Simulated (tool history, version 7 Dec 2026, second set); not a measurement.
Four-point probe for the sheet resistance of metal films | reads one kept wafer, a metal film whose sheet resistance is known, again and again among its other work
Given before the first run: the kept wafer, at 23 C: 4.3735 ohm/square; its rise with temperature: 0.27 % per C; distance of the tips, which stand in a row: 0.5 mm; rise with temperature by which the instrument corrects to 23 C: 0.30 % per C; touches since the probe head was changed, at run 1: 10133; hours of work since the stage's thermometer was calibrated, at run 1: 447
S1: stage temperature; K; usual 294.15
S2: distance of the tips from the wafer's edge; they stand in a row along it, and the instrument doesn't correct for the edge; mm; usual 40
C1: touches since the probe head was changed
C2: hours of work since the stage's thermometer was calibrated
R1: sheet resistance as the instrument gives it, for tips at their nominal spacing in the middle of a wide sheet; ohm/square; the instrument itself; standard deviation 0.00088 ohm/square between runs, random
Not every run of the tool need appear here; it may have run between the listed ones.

run,hour,S1,S2,C1,C2,R1
1,0.0,294.15,40,10133,447,4.363613
2,42.1,294.15,40,11486,472,4.362734
3,83.7,294.15,40,12825,496,4.364305
4,117.7,294.15,40,13919,516,4.363741
5,137.0,294.15,7,14539,527,4.376116
6,163.3,294.15,40,15386,542,4.365124
7,200.2,294.15,40,16570,563,4.365358
8,225.2,294.15,40,17376,578,4.365135
9,261.9,294.15,40,18556,599,4.365282
10,286.8,294.15,40,19356,614,4.366535
# hour 290.9: stage's thermometer calibrated
11,312.6,294.15,40,20170,13,4.366433
12,344.9,294.15,40,21210,31,4.366591
13,383.8,294.15,40,22460,54,4.364959
# hour 407.8: stage's thermometer calibrated, once more
14,428.7,294.15,40,23887,12,4.370904
15,473.0,296.15,40,25311,38,4.368435
16,500.5,296.15,40,26199,54,4.367881
17,522.2,296.15,40,26895,66,4.371035
18,560.0,293.15,40,28109,88,4.372858
19,579.5,302.15,5,28739,100,4.387859
20,618.1,292.15,50,29979,122,4.375565
21,651.5,292.15,50,31054,141,4.375720
22,682.3,292.15,57,32043,159,4.375679
23,705.9,292.15,57,32805,173,4.374740
24,738.5,292.15,57,33852,192,4.376960
25,756.4,296.15,40,34429,202,4.372005
26,782.2,300.15,4,35257,217,4.403916
27,819.1,300.15,4,36443,238,4.405162
28,841.6,296.15,40,37167,251,4.372186
29,869.9,292.15,24,38077,268,4.378205
30,904.5,305.15,6,39192,288,4.379934
31,945.2,295.15,6,40500,311,4.391836
32,979.1,308.15,25,41591,331,4.364859
33,1023.9,296.15,25,43032,357,4.375632
34,1045.0,297.15,39,43708,369,4.372879
35,1075.5,297.15,39,44691,387,4.374995

4 ways to go on from here, each from the tool as it stands after run 35. What would each give?
A,1116.1,295.15,39,45996,411,?
B,1116.1,294.15,4,45996,411,?
C,1116.1,297.15,7,45996,411,?
D,1116.1,292.15,40,45996,411,?

run,R1
A,4.376621
B,4.414900
C,4.387150
D,4.378949
Had the tool no hidden state, the same runs would have come out as:
run,R1
A,4.374244
B,4.412508
C,4.384761
D,4.376581
